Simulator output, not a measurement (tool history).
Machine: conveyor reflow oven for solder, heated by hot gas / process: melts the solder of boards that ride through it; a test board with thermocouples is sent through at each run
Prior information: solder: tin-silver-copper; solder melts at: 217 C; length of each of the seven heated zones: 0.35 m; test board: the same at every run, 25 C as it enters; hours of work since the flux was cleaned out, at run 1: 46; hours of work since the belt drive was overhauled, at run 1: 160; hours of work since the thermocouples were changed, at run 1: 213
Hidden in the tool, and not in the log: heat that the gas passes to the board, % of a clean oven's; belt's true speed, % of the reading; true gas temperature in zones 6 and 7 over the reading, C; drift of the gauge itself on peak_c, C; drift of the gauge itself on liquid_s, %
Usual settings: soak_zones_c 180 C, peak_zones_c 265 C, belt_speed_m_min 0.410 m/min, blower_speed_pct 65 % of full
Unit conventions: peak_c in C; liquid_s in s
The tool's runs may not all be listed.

run,day,soak_zones_c,peak_zones_c,belt_speed_m_min,blower_speed_pct,hours of work since the flux was cleaned out,hours of work since the belt drive was overhauled,hours of work since the thermocouples were changed,peak_c,liquid_s
1,0.000,180,265,0.410,65,46,160,213,253.5,82.5
2,0.725,180,265,0.410,65,55,168,221,253.4,82.8
3,1.867,186,265,0.410,65,68,181,234,254.3,85.5
4,2.838,186,265,0.410,65,79,193,245,254.3,87.0
5,3.954,186,265,0.410,65,92,205,258,254.2,85.5
6,4.488,186,265,0.410,65,98,212,264,254.4,85.8
7,5.246,180,265,0.410,65,107,220,273,253.6,81.8
8,6.167,171,265,0.410,65,117,231,284,252.3,76.6
9,6.775,180,269,0.410,65,124,238,291,257.4,85.1
10,7.462,180,265,0.410,77,132,246,299,255.4,84.2
11,8.558,180,265,0.410,65,145,258,311,253.5,82.0
12,9.442,180,265,0.410,65,155,269,321,253.5,82.7
13,10.133,180,265,0.410,65,163,276,329,253.4,82.4
14,10.833,176,265,0.410,65,171,285,337,252.8,80.1
15,11.850,176,265,0.410,65,182,296,349,253.1,79.9
16,12.775,176,279,0.410,65,193,307,360,266.1,89.0
17,13.867,176,279,0.410,65,206,319,372,266.1,89.4
18,14.971,175,261,0.361,57,218,332,385,251.2,89.5
19,15.808,175,272,0.345,79,228,342,395,265.4,106.9
20,16.662,175,272,0.334,79,238,352,404,265.5,110.7
21,17.496,175,272,0.334,69,247,361,414,264.4,109.7
22,18.158,175,272,0.334,69,255,369,422,264.8,110.5
# day 18.592: flux residue cleaned out of gas plates and filters
23,19.308,175,272,0.334,69,8,380,432,264.7,110.0
24,20.354,175,272,0.334,69,20,392,444,264.8,110.0
25,20.954,175,272,0.334,69,27,399,451,264.4,110.8
26,21.600,175,272,0.334,69,35,406,459,264.8,110.7
27,22.625,189,266,0.450,59,46,418,471,252.7,77.7
28,23.512,189,266,0.450,59,57,428,481,252.2,78.5
29,24.054,189,277,0.485,59,63,434,487,259.7,76.1
30,25.038,180,265,0.410,65,74,446,498,253.7,82.1
31,25.729,180,265,0.410,65,82,453,506,253.8,82.6

3 options for the next run, each taken on its own from the tool as it stands now. Forecast them:
A,26.271,178,265,0.343,65,88,460,513,?,?
B,26.271,180,273,0.369,65,88,460,513,?,?
C,26.271,195,269,0.416,65,88,460,513,?,?

run,peak_c,liquid_s
A,257.4,101.9
B,263.3,100.4
C,258.7,93.0
Without the tool's hidden state the same runs would have given:
run,peak_c,liquid_s
A,257.5,101.9
B,263.4,100.4
C,258.8,93.0
